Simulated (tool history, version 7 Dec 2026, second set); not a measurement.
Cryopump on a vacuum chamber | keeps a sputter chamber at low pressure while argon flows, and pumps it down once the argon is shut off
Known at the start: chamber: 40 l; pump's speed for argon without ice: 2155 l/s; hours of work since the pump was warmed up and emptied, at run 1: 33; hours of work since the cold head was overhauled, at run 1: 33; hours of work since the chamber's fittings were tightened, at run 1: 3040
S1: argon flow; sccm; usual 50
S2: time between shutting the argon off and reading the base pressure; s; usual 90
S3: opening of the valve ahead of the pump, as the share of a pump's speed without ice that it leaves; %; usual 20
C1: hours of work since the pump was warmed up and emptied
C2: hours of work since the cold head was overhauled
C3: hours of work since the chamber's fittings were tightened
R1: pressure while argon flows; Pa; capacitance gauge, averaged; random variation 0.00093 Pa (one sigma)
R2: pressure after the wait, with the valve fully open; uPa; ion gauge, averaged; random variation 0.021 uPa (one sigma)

Run 1, day 0: usual settings; C1 33; C2 33; C3 3040. Result: R1 0.1973 Pa, R2 1.15 uPa.
Run 2, day 1.479: usual settings; C1 63; C2 63; C3 3069. Result: R1 0.1978 Pa, R2 1.19 uPa.
Run 3, day 3.133: usual settings but S1 21 sccm; C1 95; C2 95; C3 3102. Result: R1 0.083 Pa, R2 1.19 uPa.
Run 4, day 5.033: usual settings but S1 21 sccm; C1 133; C2 133; C3 3140. Result: R1 0.0833 Pa, R2 1.21 uPa.
Run 5, day 6.667: usual settings but S1 21 sccm; C1 166; C2 166; C3 3172. Result: R1 0.0845 Pa, R2 1.27 uPa.
Run 6, day 9.058: usual settings but S1 21 sccm; C1 213; C2 213; C3 3220. Result: R1 0.0851 Pa, R2 1.29 uPa.
Run 7, day 11.683: usual settings but S1 21 sccm; C1 266; C2 266; C3 3272. Result: R1 0.0844 Pa, R2 1.35 uPa.
Run 8, day 13.821: usual settings but S1 21 sccm; C1 308; C2 308; C3 3315. Result: R1 0.0863 Pa, R2 1.36 uPa.
Run 9, day 16.312: usual settings but S1 21 sccm; C1 358; C2 358; C3 3364. Result: R1 0.086 Pa, R2 1.45 uPa.
Run 10, day 19.021: usual settings but S1 21 sccm, S2 153 s; C1 411; C2 411; C3 3418. Result: R1 0.0866 Pa, R2 1.38 uPa.
Run 11, day 21.325: usual settings; C1 457; C2 457; C3 3464. Result: R1 0.209 Pa, R2 1.57 uPa.
Run 12, day 22.596: usual settings; C1 482; C2 482; C3 3489. Result: R1 0.2084 Pa, R2 1.61 uPa.
Run 13, day 24.396: usual settings; C1 518; C2 518; C3 3525. Result: R1 0.2094 Pa, R2 1.6 uPa.
Run 14, day 25.725: usual settings; C1 545; C2 545; C3 3551. Result: R1 0.2105 Pa, R2 1.62 uPa.
At day 26.258: pump warmed up, emptied and cooled again.
Run 15, day 28.917: usual settings; C1 53; C2 604; C3 3611. Result: R1 0.1983 Pa, R2 1.32 uPa.
Run 16, day 31.288: usual settings but S1 33 sccm; C1 100; C2 651; C3 3658. Result: R1 0.1308 Pa, R2 1.38 uPa.
Run 17, day 34.021: usual settings but S1 33 sccm; C1 154; C2 705; C3 3712. Result: R1 0.1312 Pa, R2 1.43 uPa.
Run 18, day 37.042: usual settings but S1 33 sccm; C1 214; C2 766; C3 3772. Result: R1 0.1341 Pa, R2 1.48 uPa.
Run 19, day 38.892: usual settings but S1 76 sccm, S2 35 s, S3 16 %; C1 251; C2 802; C3 3809. Result: R1 0.383 Pa, R2 1.86 uPa.
At day 40.688: leaking fittings of the chamber tightened, without venting.
Run 20, day 41.783: usual settings but S1 22 sccm, S2 256 s, S3 29 %; C1 307; C2 858; C3 22. Result: R1 0.0631 Pa, R2 0.25 uPa.
Run 21, day 44.042: usual settings but S1 22 sccm, S2 256 s, S3 29 %; C1 352; C2 903; C3 67. Result: R1 0.0635 Pa, R2 0.29 uPa.
Run 22, day 46.146: usual settings but S1 57 sccm, S2 100 s, S3 16 %; C1 394; C2 945; C3 109. Result: R1 0.2904 Pa, R2 0.46 uPa.
Run 23, day 49.033: usual settings but S2 51 s, S3 32 %; C1 451; C2 1002; C3 166. Result: R1 0.1343 Pa, R2 0.69 uPa.
Run 24, day 50.658: usual settings but S1 52 sccm, S2 51 s, S3 38 %; C1 483; C2 1035; C3 198. Result: R1 0.122 Pa, R2 0.69 uPa.
Run 25, day 52.879: usual settings but S1 53 sccm, S2 54 s, S3 53 %; C1 528; C2 1079; C3 242. Result: R1 0.0943 Pa, R2 0.66 uPa.
At day 54.45: pump warmed up, emptied and cooled again.
Run 26, day 55.771: usual settings but S1 53 sccm, S2 54 s, S3 53 %; C1 26; C2 1132; C3 296. Result: R1 0.0788 Pa, R2 0.62 uPa.
Run 27, day 58.933: usual settings but S1 53 sccm, S2 54 s, S3 53 %; C1 89; C2 1195; C3 359. Result: R1 0.0811 Pa, R2 0.63 uPa.
Run 28, day 60.258: usual settings but S1 33 sccm; C1 116; C2 1221; C3 385. Result: R1 0.1313 Pa, R2 0.49 uPa.
Run 29, day 62.675: usual settings but S1 53 sccm, S2 198 s; C1 164; C2 1269; C3 433. Result: R1 0.2129 Pa, R2 0.43 uPa.
Run 30, day 65.15: usual settings but S1 37 sccm, S2 198 s, S3 34 %; C1 213; C2 1319; C3 482. Result: R1 0.0897 Pa, R2 0.4 uPa.
Run 31, day 67.242: usual settings but S1 35 sccm; C1 254; C2 1360; C3 524. Result: R1 0.1415 Pa, R2 0.58 uPa.
Run 32, day 68.775: usual settings but S1 47 sccm, S2 91 s, S3 16 %; C1 285; C2 1391; C3 554. Result: R1 0.2388 Pa, R2 0.53 uPa.
Run 33, day 71.292: usual settings but S1 47 sccm, S2 91 s, S3 16 %; C1 335; C2 1441; C3 604. Result: R1 0.2413 Pa, R2 0.57 uPa.

The same runs without the tool's hidden state, with the same run-to-run variation:
The hidden state here: pump's speed, % of a pump's without ice; cold plate's temperature, K; leak into the chamber, uPa l/s; drift of the gauge itself on working_pa, %; drift of the gauge itself on base_upa, %.
run      R1    R2
  1  0.1965  0.38
  2  0.1964  0.41
  3  0.0822  0.38
  4  0.0821  0.36
  5   0.083  0.41
  6  0.0832  0.37
  7  0.0819  0.39
  8  0.0832  0.38
  9  0.0824   0.4
 10  0.0823  0.29
 11  0.1972  0.41
 12  0.1958   0.4
 13  0.1956  0.39
 14  0.1956  0.36
 15  0.1967   0.4
 16   0.129   0.4
 17  0.1287  0.42
 18  0.1307  0.39
 19  0.3735  0.74
 20  0.0597  0.22
 21  0.0596  0.23
 22  0.2786  0.39
 23   0.122   0.6
 24  0.1079  0.57
 25  0.0782  0.52
 26  0.0774  0.53
 27  0.0782  0.53
 28  0.1291  0.37
 29  0.2082  0.29
 30  0.0854  0.24
 31  0.1366  0.41
 32  0.2315  0.35
 33  0.2327  0.36
